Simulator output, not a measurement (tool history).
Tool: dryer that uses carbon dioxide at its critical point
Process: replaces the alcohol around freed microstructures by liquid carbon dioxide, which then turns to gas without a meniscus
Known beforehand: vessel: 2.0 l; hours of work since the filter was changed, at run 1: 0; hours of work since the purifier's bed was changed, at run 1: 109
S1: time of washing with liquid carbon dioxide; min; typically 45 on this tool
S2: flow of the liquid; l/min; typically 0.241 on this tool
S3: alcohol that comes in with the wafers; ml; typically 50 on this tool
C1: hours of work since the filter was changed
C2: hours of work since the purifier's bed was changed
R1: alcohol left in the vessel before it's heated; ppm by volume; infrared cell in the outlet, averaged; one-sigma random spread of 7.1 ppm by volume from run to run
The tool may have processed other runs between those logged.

{"run": 1, "hour": 0.0, "S1": 45, "S2": 0.241, "S3": 50, "C1": 0, "C2": 109, "R1": 379}
{"run": 2, "hour": 5.6, "S1": 45, "S2": 0.241, "S3": 77, "C1": 4, "C2": 112, "R1": 570}
{"run": 3, "hour": 15.5, "S1": 45, "S2": 0.241, "S3": 77, "C1": 9, "C2": 118, "R1": 556}
{"run": 4, "hour": 22.5, "S1": 45, "S2": 0.241, "S3": 50, "C1": 13, "C2": 121, "R1": 370}
{"run": 5, "hour": 32.3, "S1": 45, "S2": 0.241, "S3": 50, "C1": 18, "C2": 127, "R1": 373}
{"run": 6, "hour": 38.6, "S1": 45, "S2": 0.241, "S3": 50, "C1": 22, "C2": 130, "R1": 378}
{"run": 7, "hour": 47.1, "S1": 45, "S2": 0.241, "S3": 32, "C1": 26, "C2": 135, "R1": 248}
{"run": 8, "hour": 55.5, "S1": 45, "S2": 0.163, "S3": 50, "C1": 31, "C2": 140, "R1": 1406}
{"run": 9, "hour": 63.5, "S1": 45, "S2": 0.163, "S3": 50, "C1": 35, "C2": 144, "R1": 1412}
{"run": 10, "hour": 69.0, "S1": 45, "S2": 0.241, "S3": 50, "C1": 38, "C2": 147, "R1": 412}
{"run": 11, "hour": 76.2, "S1": 45, "S2": 0.241, "S3": 29, "C1": 42, "C2": 151, "R1": 245}
{"run": 12, "hour": 86.1, "S1": 45, "S2": 0.241, "S3": 50, "C1": 48, "C2": 156, "R1": 394}
{"run": 13, "hour": 93.8, "S1": 45, "S2": 0.241, "S3": 50, "C1": 52, "C2": 161, "R1": 403}
{"run": 14, "hour": 102.0, "S1": 30, "S2": 0.241, "S3": 50, "C1": 56, "C2": 165, "R1": 1517}
{"run": 15, "hour": 106.7, "S1": 30, "S2": 0.241, "S3": 50, "C1": 59, "C2": 168, "R1": 1505}
{"run": 16, "hour": 113.3, "S1": 30, "S2": 0.241, "S3": 50, "C1": 63, "C2": 171, "R1": 1539}
{"run": 17, "hour": 119.6, "S1": 30, "S2": 0.241, "S3": 50, "C1": 66, "C2": 175, "R1": 1529}
{"run": 18, "hour": 125.1, "S1": 30, "S2": 0.241, "S3": 50, "C1": 69, "C2": 178, "R1": 1537}
{"run": 19, "hour": 131.3, "S1": 42, "S2": 0.273, "S3": 34, "C1": 73, "C2": 181, "R1": 248}
{"run": 20, "hour": 136.9, "S1": 32, "S2": 0.241, "S3": 109, "C1": 76, "C2": 184, "R1": 2806}
{"run": 21, "hour": 145.4, "S1": 32, "S2": 0.187, "S3": 21, "C1": 80, "C2": 189, "R1": 1098}
{"run": 22, "hour": 150.9, "S1": 32, "S2": 0.187, "S3": 21, "C1": 83, "C2": 192, "R1": 1082}
{"run": 23, "hour": 157.6, "S1": 45, "S2": 0.241, "S3": 74, "C1": 87, "C2": 196, "R1": 602}
{"run": 24, "hour": 161.9, "S1": 28, "S2": 0.181, "S3": 74, "C1": 89, "C2": 198, "R1": 5260}
{"run": 25, "hour": 168.5, "S1": 28, "S2": 0.225, "S3": 23, "C1": 93, "C2": 202, "R1": 1085}
{"run": 26, "hour": 177.4, "S1": 54, "S2": 0.189, "S3": 25, "C1": 98, "C2": 206, "R1": 302}
{"run": 27, "hour": 186.2, "S1": 57, "S2": 0.286, "S3": 21, "C1": 103, "C2": 211, "R1": 69}
{"run": 28, "hour": 191.3, "S1": 57, "S2": 0.286, "S3": 21, "C1": 105, "C2": 214, "R1": 81}
{"run": 29, "hour": 198.0, "S1": 57, "S2": 0.286, "S3": 21, "C1": 109, "C2": 218, "R1": 82}
{"run": 30, "hour": 203.4, "S1": 57, "S2": 0.286, "S3": 21, "C1": 112, "C2": 221, "R1": 71}
{"run": 31, "hour": 211.1, "S1": 31, "S2": 0.233, "S3": 21, "C1": 116, "C2": 225, "R1": 737}

Here are 4 independent what-if runs from the current tool condition. What would each one return?
{"run": "A", "hour": 220.4, "S1": 50, "S2": 0.239, "S3": 33, "C1": 121, "C2": 230, "R1": "?"}
{"run": "B", "hour": 220.4, "S1": 44, "S2": 0.241, "S3": 50, "C1": 121, "C2": 230, "R1": "?"}
{"run": "C", "hour": 220.4, "S1": 52, "S2": 0.351, "S3": 29, "C1": 121, "C2": 230, "R1": "?"}
{"run": "D", "hour": 220.4, "S1": 45, "S2": 0.172, "S3": 50, "C1": 121, "C2": 230, "R1": "?"}

run=A R1=228
run=B R1=520
run=C R1=75
run=D R1=1347
With no hidden state in the tool, these same runs would have given:
run=A R1=139
run=B R1=388
run=C R1=15
run=D R1=1133

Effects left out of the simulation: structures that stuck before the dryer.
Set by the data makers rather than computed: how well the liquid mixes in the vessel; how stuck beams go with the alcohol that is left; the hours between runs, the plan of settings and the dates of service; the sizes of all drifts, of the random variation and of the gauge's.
